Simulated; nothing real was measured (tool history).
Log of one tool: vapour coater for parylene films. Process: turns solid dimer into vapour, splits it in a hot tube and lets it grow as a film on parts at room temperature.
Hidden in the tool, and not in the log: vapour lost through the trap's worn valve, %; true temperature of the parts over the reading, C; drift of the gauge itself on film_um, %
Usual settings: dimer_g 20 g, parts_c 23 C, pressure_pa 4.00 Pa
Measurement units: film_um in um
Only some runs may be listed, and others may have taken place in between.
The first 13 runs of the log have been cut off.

run   hour  dimer_g  parts_c  pressure_pa  hours of work since the trap's valve was overhauled  hours of work since the table's thermometer was calibrated  film_um
 14  209.6       20       24         4.00                                                  325                                                         651     3.59
 15  219.8       20       24         4.00                                                  331                                                         657     3.63
 16  229.0       20       23         4.00                                                  337                                                         663     3.70
 17  242.3       26       23         4.00                                                  346                                                         672     4.77
 18  261.3       29       29         4.64                                                  358                                                         684     4.13
 19  273.2        8       29         7.05                                                  366                                                         692     1.07
 20  291.2        8       29         7.05                                                  377                                                         703     1.08
 21  307.6        8       29         7.05                                                  388                                                         714     1.04
     313.2  -- trap's valve overhauled
 22  323.7       10       35         3.61                                                    7                                                         721     1.14
 23  343.0       29       20         4.00                                                   19                                                         734     5.77
 24  357.5       29       19        10.05                                                   28                                                         743     5.38
 25  376.2       20       23         7.68                                                   40                                                         755     3.31
 26  395.6       20       32         4.00                                                   53                                                         767     2.47
 27  406.0       19       23         7.20                                                   59                                                         774     3.13
     417.4  -- trap's valve overhauled, once more
 28  422.9       20       23         3.18                                                    4                                                         782     4.02
 29  436.9       13       23         4.00                                                   12                                                         791     2.54
 30  454.6       13       23         4.00                                                   24                                                         802     2.55
 31  463.4        9       29         4.09                                                   29                                                         808     1.34

Each row is a separate what-if for the run after 31, all from the same tool condition, not one after another. Results?
  A  473.5        9       32         8.08                                                   36                                                         814        ?
  B  473.5       20       25         5.61                                                   36                                                         814        ?
  C  473.5       14       30         4.00                                                   36                                                         814        ?

run  film_um
  A     1.13
  B     3.51
  C     2.09
What these runs would have given with no unlogged condition in the tool:
run  film_um
  A     1.19
  B     3.67
  C     2.19
